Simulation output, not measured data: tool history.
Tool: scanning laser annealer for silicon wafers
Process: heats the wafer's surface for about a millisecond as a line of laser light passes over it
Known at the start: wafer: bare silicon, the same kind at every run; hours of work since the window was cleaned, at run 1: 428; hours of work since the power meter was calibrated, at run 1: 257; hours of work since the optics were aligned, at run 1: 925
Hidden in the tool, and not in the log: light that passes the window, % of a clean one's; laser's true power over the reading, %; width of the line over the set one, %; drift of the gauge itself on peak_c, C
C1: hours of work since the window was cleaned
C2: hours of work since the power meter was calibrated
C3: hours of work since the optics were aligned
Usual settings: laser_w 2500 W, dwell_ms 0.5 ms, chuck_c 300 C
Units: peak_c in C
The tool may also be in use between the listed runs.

{"run": 1, "hour": 0.0, "laser_w": 2500, "dwell_ms": 0.5, "chuck_c": 300, "C1": 428, "C2": 257, "C3": 925, "peak_c": 990}
{"run": 2, "hour": 9.9, "laser_w": 2500, "dwell_ms": 0.5, "chuck_c": 300, "C1": 434, "C2": 263, "C3": 931, "peak_c": 991}
{"run": 3, "hour": 18.5, "laser_w": 2500, "dwell_ms": 0.5, "chuck_c": 300, "C1": 439, "C2": 268, "C3": 936, "peak_c": 989}
{"run": 4, "hour": 32.1, "laser_w": 2500, "dwell_ms": 0.5, "chuck_c": 300, "C1": 446, "C2": 276, "C3": 944, "peak_c": 986}
{"run": 5, "hour": 38.7, "laser_w": 2500, "dwell_ms": 0.5, "chuck_c": 300, "C1": 450, "C2": 280, "C3": 948, "peak_c": 985}
{"run": 6, "hour": 45.4, "laser_w": 2500, "dwell_ms": 0.5, "chuck_c": 300, "C1": 454, "C2": 283, "C3": 951, "peak_c": 984}
{"run": 7, "hour": 52.1, "laser_w": 2500, "dwell_ms": 0.5, "chuck_c": 300, "C1": 458, "C2": 287, "C3": 955, "peak_c": 988}
{"run": 8, "hour": 63.8, "laser_w": 2500, "dwell_ms": 0.428, "chuck_c": 300, "C1": 465, "C2": 294, "C3": 962, "peak_c": 939}
{"run": 9, "hour": 70.7, "laser_w": 2500, "dwell_ms": 0.5, "chuck_c": 300, "C1": 469, "C2": 298, "C3": 966, "peak_c": 990}
{"run": 10, "hour": 78.4, "laser_w": 2500, "dwell_ms": 0.5, "chuck_c": 300, "C1": 473, "C2": 303, "C3": 971, "peak_c": 988}
{"run": 11, "hour": 86.4, "laser_w": 2500, "dwell_ms": 0.5, "chuck_c": 300, "C1": 478, "C2": 307, "C3": 975, "peak_c": 983}
{"run": 12, "hour": 92.7, "laser_w": 2500, "dwell_ms": 0.5, "chuck_c": 300, "C1": 482, "C2": 311, "C3": 979, "peak_c": 983}
{"run": 13, "hour": 99.1, "laser_w": 2500, "dwell_ms": 0.5, "chuck_c": 300, "C1": 485, "C2": 315, "C3": 983, "peak_c": 987}
{"run": 14, "hour": 106.1, "laser_w": 2500, "dwell_ms": 0.5, "chuck_c": 300, "C1": 489, "C2": 319, "C3": 987, "peak_c": 985}
{"run": 15, "hour": 115.0, "laser_w": 2500, "dwell_ms": 0.5, "chuck_c": 300, "C1": 495, "C2": 324, "C3": 992, "peak_c": 987}
{"run": 16, "hour": 129.3, "laser_w": 2500, "dwell_ms": 0.5, "chuck_c": 300, "C1": 503, "C2": 332, "C3": 1000, "peak_c": 986}
{"run": 17, "hour": 142.7, "laser_w": 2500, "dwell_ms": 0.5, "chuck_c": 300, "C1": 511, "C2": 340, "C3": 1008, "peak_c": 986}
{"run": 18, "hour": 152.0, "laser_w": 2500, "dwell_ms": 0.473, "chuck_c": 300, "C1": 516, "C2": 345, "C3": 1013, "peak_c": 966}
{"run": 19, "hour": 165.3, "laser_w": 2500, "dwell_ms": 0.473, "chuck_c": 300, "C1": 524, "C2": 353, "C3": 1021, "peak_c": 969}
{"run": 20, "hour": 178.0, "laser_w": 2435, "dwell_ms": 0.5, "chuck_c": 300, "C1": 531, "C2": 360, "C3": 1028, "peak_c": 966}
{"run": 21, "hour": 184.8, "laser_w": 2435, "dwell_ms": 0.5, "chuck_c": 300, "C1": 535, "C2": 364, "C3": 1032, "peak_c": 969}
{"run": 22, "hour": 197.4, "laser_w": 2214, "dwell_ms": 0.392, "chuck_c": 294, "C1": 542, "C2": 372, "C3": 1040, "peak_c": 837}
{"run": 23, "hour": 204.6, "laser_w": 2143, "dwell_ms": 0.5, "chuck_c": 300, "C1": 547, "C2": 376, "C3": 1044, "peak_c": 881}
{"run": 24, "hour": 220.0, "laser_w": 2143, "dwell_ms": 0.415, "chuck_c": 329, "C1": 556, "C2": 385, "C3": 1053, "peak_c": 862}
{"run": 25, "hour": 230.8, "laser_w": 2143, "dwell_ms": 0.415, "chuck_c": 329, "C1": 562, "C2": 391, "C3": 1059, "peak_c": 864}
{"run": 26, "hour": 240.1, "laser_w": 2500, "dwell_ms": 0.614, "chuck_c": 338, "C1": 567, "C2": 396, "C3": 1065, "peak_c": 1089}
{"run": 27, "hour": 247.4, "laser_w": 2500, "dwell_ms": 0.614, "chuck_c": 338, "C1": 572, "C2": 401, "C3": 1069, "peak_c": 1089}
{"run": 28, "hour": 258.5, "laser_w": 2500, "dwell_ms": 0.614, "chuck_c": 338, "C1": 578, "C2": 407, "C3": 1075, "peak_c": 1089}
{"run": 29, "hour": 272.6, "laser_w": 2500, "dwell_ms": 0.614, "chuck_c": 338, "C1": 586, "C2": 415, "C3": 1083, "peak_c": 1090}
{"run": 30, "hour": 283.4, "laser_w": 2346, "dwell_ms": 0.614, "chuck_c": 303, "C1": 592, "C2": 422, "C3": 1090, "peak_c": 1004}
{"run": 31, "hour": 293.9, "laser_w": 2551, "dwell_ms": 0.513, "chuck_c": 290, "C1": 599, "C2": 428, "C3": 1096, "peak_c": 993}
{"run": 32, "hour": 304.0, "laser_w": 2366, "dwell_ms": 0.489, "chuck_c": 284, "C1": 604, "C2": 434, "C3": 1102, "peak_c": 920}
{"run": 33, "hour": 311.4, "laser_w": 2203, "dwell_ms": 0.463, "chuck_c": 282, "C1": 609, "C2": 438, "C3": 1106, "peak_c": 859}
{"run": 34, "hour": 319.6, "laser_w": 2289, "dwell_ms": 0.5, "chuck_c": 299, "C1": 613, "C2": 443, "C3": 1111, "peak_c": 920}
{"run": 35, "hour": 327.6, "laser_w": 2517, "dwell_ms": 0.519, "chuck_c": 287, "C1": 618, "C2": 447, "C3": 1115, "peak_c": 987}
{"run": 36, "hour": 338.1, "laser_w": 2566, "dwell_ms": 0.56, "chuck_c": 298, "C1": 624, "C2": 453, "C3": 1121, "peak_c": 1039}
{"run": 37, "hour": 346.3, "laser_w": 2566, "dwell_ms": 0.56, "chuck_c": 298, "C1": 629, "C2": 458, "C3": 1126, "peak_c": 1036}
{"run": 38, "hour": 354.5, "laser_w": 2649, "dwell_ms": 0.5, "chuck_c": 282, "C1": 634, "C2": 463, "C3": 1131, "peak_c": 1004}
{"run": 39, "hour": 364.9, "laser_w": 2500, "dwell_ms": 0.5, "chuck_c": 337, "C1": 640, "C2": 469, "C3": 1137, "peak_c": 1020}
{"run": 40, "hour": 374.5, "laser_w": 2500, "dwell_ms": 0.5, "chuck_c": 337, "C1": 645, "C2": 475, "C3": 1143, "peak_c": 1020}

3 ways to go on from here, each from the tool as it stands after run 40. What would each give?
{"run": "A", "hour": 387.3, "laser_w": 2500, "dwell_ms": 0.5, "chuck_c": 286, "C1": 653, "C2": 482, "C3": 1150, "peak_c": "?"}
{"run": "B", "hour": 387.3, "laser_w": 2234, "dwell_ms": 0.39, "chuck_c": 274, "C1": 653, "C2": 482, "C3": 1150, "peak_c": "?"}
{"run": "C", "hour": 387.3, "laser_w": 2500, "dwell_ms": 0.408, "chuck_c": 300, "C1": 653, "C2": 482, "C3": 1150, "peak_c": "?"}

run=A peak_c=970
run=B peak_c=814
run=C peak_c=922
Without the tool's hidden state the same runs would have given:
run=A peak_c=992
run=B peak_c=831
run=C peak_c=942
